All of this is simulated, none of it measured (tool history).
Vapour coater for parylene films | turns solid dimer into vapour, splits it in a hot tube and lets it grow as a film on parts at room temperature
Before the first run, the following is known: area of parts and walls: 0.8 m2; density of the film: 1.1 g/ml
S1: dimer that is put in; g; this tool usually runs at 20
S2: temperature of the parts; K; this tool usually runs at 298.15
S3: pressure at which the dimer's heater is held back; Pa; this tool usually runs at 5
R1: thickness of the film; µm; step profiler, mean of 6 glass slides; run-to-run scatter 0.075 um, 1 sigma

Run 1, hour 0: usual settings. Result: R1 13.86 µm.
At hour 64.3: trap's valve overhauled.
Run 2, hour 74.9: usual settings. Result: R1 13.88 µm.
Run 3, hour 119.4: usual settings. Result: R1 13.77 µm.
Run 4, hour 155.4: usual settings. Result: R1 13.74 µm.
Run 5, hour 190.8: usual settings. Result: R1 13.98 µm.
Run 6, hour 253.2: usual settings. Result: R1 13.83 µm.
Run 7, hour 294: usual settings. Result: R1 13.87 µm.
Run 8, hour 324: usual settings but S3 6.31 Pa. Result: R1 13.38 µm.
Run 9, hour 372.6: usual settings but S3 6.31 Pa. Result: R1 13.24 µm.
Run 10, hour 436.9: usual settings. Result: R1 13.88 µm.
Run 11, hour 487.7: usual settings. Result: R1 14.1 µm.
Run 12, hour 551.2: usual settings. Result: R1 14.06 µm.
Run 13, hour 598.9: usual settings. Result: R1 14.03 µm.
Run 14, hour 665.4: usual settings but S3 3.56 Pa. Result: R1 14.88 µm.
Run 15, hour 729.8: usual settings but S1 15 g, S2 292.15 K, S3 4.16 Pa. Result: R1 14.19 µm.
Run 16, hour 768.9: usual settings but S1 15 g, S2 292.15 K, S3 4.16 Pa. Result: R1 14.1 µm.
Run 17, hour 803.3: usual settings but S2 292.15 K, S3 2.85 Pa. Result: R1 20.15 µm.
At hour 869.9: trap's valve overhauled.
Run 18, hour 874.8: usual settings but S1 8 g, S2 297.15 K, S3 2.16 Pa. Result: R1 6.96 µm.
Run 19, hour 932.9: usual settings but S1 8 g, S2 301.15 K, S3 8.64 Pa. Result: R1 4.5 µm.
Run 20, hour 990: usual settings but S1 36 g, S3 4.43 Pa. Result: R1 25.97 µm.
Run 21, hour 1031.1: usual settings but S1 19 g, S2 293.15 K, S3 2.25 Pa. Result: R1 19.73 µm.
At hour 1036: gauge calibrated.
Run 22, hour 1088.3: usual settings but S1 10 g, S3 5.63 Pa. Result: R1 6.81 µm.
Run 23, hour 1141.1: usual settings but S1 29 g, S3 4 Pa. Result: R1 20.73 µm.
Run 24, hour 1183.2: usual settings but S1 29 g, S3 4 Pa. Result: R1 20.83 µm.
Run 25, hour 1217: usual settings but S1 31 g, S3 3.13 Pa. Result: R1 23.48 µm.
Run 26, hour 1263.2: usual settings but S2 299.15 K, S3 7.19 Pa. Result: R1 12.48 µm.
Run 27, hour 1308.5: usual settings but S2 303.15 K, S3 7.01 Pa. Result: R1 10.49 µm.
Run 28, hour 1356.3: usual settings but S1 11 g, S2 303.15 K, S3 2.68 Pa. Result: R1 6.92 µm.

Each row is a separate what-if for the run after 28, all from the same tool condition, not one after another. Results?
Run A, hour 1392.1: usual settings but S1 26 g, S2 304.15 K, S3 5.18 Pa. Result: R1 ?.
Run B, hour 1392.1: usual settings but S2 300.15 K. Result: R1 ?.
Run C, hour 1392.1: usual settings but S1 22 g, S2 303.15 K, S3 2.68 Pa. Result: R1 ?.
Run D, hour 1392.1: usual settings but S2 292.15 K. Result: R1 ?.

run     R1
  A  13.98
  B  12.79
  C  13.75
  D  17.97
What these runs would have given with no unlogged condition in the tool:
run     R1
  A  13.87
  B  12.68
  C  13.64
  D  17.82
